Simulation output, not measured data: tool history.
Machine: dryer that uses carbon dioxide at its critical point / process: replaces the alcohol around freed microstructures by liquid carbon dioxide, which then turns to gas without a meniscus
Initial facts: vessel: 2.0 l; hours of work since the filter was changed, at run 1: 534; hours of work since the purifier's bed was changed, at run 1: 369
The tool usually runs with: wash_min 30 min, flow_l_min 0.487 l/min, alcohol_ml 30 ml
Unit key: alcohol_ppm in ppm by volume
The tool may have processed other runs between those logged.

run,hour,wash_min,flow_l_min,alcohol_ml,hours of work since the filter was changed,hours of work since the purifier's bed was changed,alcohol_ppm
1,0,30,0.487,30,534,369,123
2,16.6,30,0.487,30,542,376,122
# hour 24.4: inlet filter changed
3,41.1,30,0.487,30,8,387,96
4,63.6,30,0.487,30,18,398,96
5,73.9,30,0.487,30,23,402,95
6,96,30,0.487,22,33,413,90
7,115,34,0.4,28,42,421,105
8,139,25,0.795,22,53,433,84
9,157.8,27,0.372,39,62,441,303
10,169.9,19,0.817,78,67,447,130
11,181.8,30,0.751,30,73,452,86
12,193.5,30,0.751,33,78,458,93

For each run, the measured value with the value that run would have given without the tool's hidden condition subtracted. The run-to-run variation is shared by both, the gauge scatter possibly not:
Hidden state present: flow that reaches the vessel past the clogged filter, %; alcohol in the recycled carbon dioxide, ppm; drift of the gauge itself on alcohol_ppm, %.
run,alcohol_ppm
1,+95
2,+94
3,+72
4,+75
5,+75
6,+76
7,+81
8,+81
9,+97
10,+87
11,+82
12,+85

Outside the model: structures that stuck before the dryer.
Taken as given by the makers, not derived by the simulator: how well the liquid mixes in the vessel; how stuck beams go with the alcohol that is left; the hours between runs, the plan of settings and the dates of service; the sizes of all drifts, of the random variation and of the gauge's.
